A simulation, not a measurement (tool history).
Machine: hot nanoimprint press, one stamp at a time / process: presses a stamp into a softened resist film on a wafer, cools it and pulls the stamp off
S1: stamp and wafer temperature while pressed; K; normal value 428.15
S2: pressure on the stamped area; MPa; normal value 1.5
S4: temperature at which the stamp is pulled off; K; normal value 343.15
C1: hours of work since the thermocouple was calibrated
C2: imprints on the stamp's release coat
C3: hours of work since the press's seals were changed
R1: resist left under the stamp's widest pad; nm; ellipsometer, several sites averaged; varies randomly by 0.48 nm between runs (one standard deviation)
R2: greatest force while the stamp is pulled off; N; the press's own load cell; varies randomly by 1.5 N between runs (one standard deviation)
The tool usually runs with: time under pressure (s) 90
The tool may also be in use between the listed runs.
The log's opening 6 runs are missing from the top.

run 7 hour=131.6 | S1=416.15 S2=1.5 time_under_pressure_(s)=90 S4=343.15 | C1=361 C2=898 C3=822 | R1=150.8 R2=112
-- hour=151.1 stamp cleaned and given a new release coat
run 8 hour=157.9 | S1=416.15 S2=1.5 time_under_pressure_(s)=90 S4=343.15 | C1=373 C2=16 C3=834 | R1=150.6 R2=97
run 9 hour=174.5 | S1=416.15 S2=1.5 time_under_pressure_(s)=90 S4=343.15 | C1=382 C2=54 C3=843 | R1=152 R2=98
run 10 hour=196.1 | S1=428.15 S2=1.5 time_under_pressure_(s)=90 S4=343.15 | C1=395 C2=103 C3=855 | R1=111.1 R2=96
run 11 hour=226.8 | S1=428.15 S2=1.5 time_under_pressure_(s)=90 S4=343.15 | C1=412 C2=173 C3=873 | R1=111.1 R2=96
-- hour=252.8 press's hydraulic seals changed and the load cell set to zero
-- hour=270.9 plate thermocouple calibrated
run 12 hour=273.4 | S1=428.15 S2=1.5 time_under_pressure_(s)=90 S4=343.15 | C1=1 C2=254 C3=10 | R1=113.7 R2=102
run 13 hour=299.4 | S1=428.15 S2=1.27 time_under_pressure_(s)=90 S4=343.15 | C1=16 C2=313 C3=25 | R1=122.7 R2=105
run 14 hour=328.3 | S1=428.15 S2=1.27 time_under_pressure_(s)=90 S4=343.15 | C1=33 C2=378 C3=41 | R1=121.8 R2=103
run 15 hour=356.1 | S1=428.15 S2=1.27 time_under_pressure_(s)=90 S4=343.15 | C1=48 C2=442 C3=57 | R1=123.2 R2=104
run 16 hour=377.9 | S1=428.15 S2=1.5 time_under_pressure_(s)=90 S4=343.15 | C1=61 C2=491 C3=69 | R1=113.8 R2=108
run 17 hour=394.8 | S1=434.15 S2=1.51 time_under_pressure_(s)=45 S4=340.15 | C1=70 C2=530 C3=79 | R1=118.4 R2=110
run 18 hour=421.4 | S1=434.15 S2=1.51 time_under_pressure_(s)=61 S4=330.15 | C1=86 C2=590 C3=94 | R1=107.8 R2=125
run 19 hour=456.9 | S1=434.15 S2=1.51 time_under_pressure_(s)=61 S4=330.15 | C1=106 C2=671 C3=114 | R1=108.2 R2=129
run 20 hour=473.7 | S1=434.15 S2=1.51 time_under_pressure_(s)=97 S4=336.15 | C1=115 C2=709 C3=124 | R1=92.6 R2=121
run 21 hour=498.7 | S1=428.15 S2=1.79 time_under_pressure_(s)=108 S4=333.15 | C1=130 C2=766 C3=138 | R1=97.2 R2=125
run 22 hour=520.4 | S1=428.15 S2=1.79 time_under_pressure_(s)=108 S4=333.15 | C1=142 C2=815 C3=150 | R1=97.5 R2=125
run 23 hour=542.2 | S1=428.15 S2=1.5 time_under_pressure_(s)=66 S4=343.15 | C1=154 C2=865 C3=163 | R1=122.9 R2=112
-- hour=574.7 stamp cleaned and given a new release coat
run 24 hour=585.8 | S1=423.15 S2=1.41 time_under_pressure_(s)=123 S4=350.15 | C1=176 C2=26 C3=184 | R1=121.9 R2=88
run 25 hour=602 | S1=436.15 S2=1.12 time_under_pressure_(s)=148 S4=350.15 | C1=185 C2=62 C3=193 | R1=88.7 R2=92
run 26 hour=626.8 | S1=435.15 S2=1.05 time_under_pressure_(s)=70 S4=330.15 | C1=199 C2=119 C3=207 | R1=119.3 R2=119
run 27 hour=651.6 | S1=428.15 S2=1.72 time_under_pressure_(s)=73 S4=343.15 | C1=213 C2=175 C3=222 | R1=111 R2=101
run 28 hour=673.7 | S1=430.15 S2=1.85 time_under_pressure_(s)=142 S4=335.15 | C1=226 C2=226 C3=234 | R1=81.9 R2=112
run 29 hour=705.4 | S1=430.15 S2=1.85 time_under_pressure_(s)=142 S4=335.15 | C1=244 C2=298 C3=252 | R1=81.8 R2=109

The next listed run, before its measurement:
run 30 hour=739.9 | S1=438.15 S2=1.96 time_under_pressure_(s)=108 S4=332.15 | C1=263 C2=376 C3=272 | R1=? R2=?

Run 30 came out at R1 67.9 nm, R2 118 N.
Minus the tool's unlogged condition, the same run would have read R1 68.9 nm, R2 113 N.

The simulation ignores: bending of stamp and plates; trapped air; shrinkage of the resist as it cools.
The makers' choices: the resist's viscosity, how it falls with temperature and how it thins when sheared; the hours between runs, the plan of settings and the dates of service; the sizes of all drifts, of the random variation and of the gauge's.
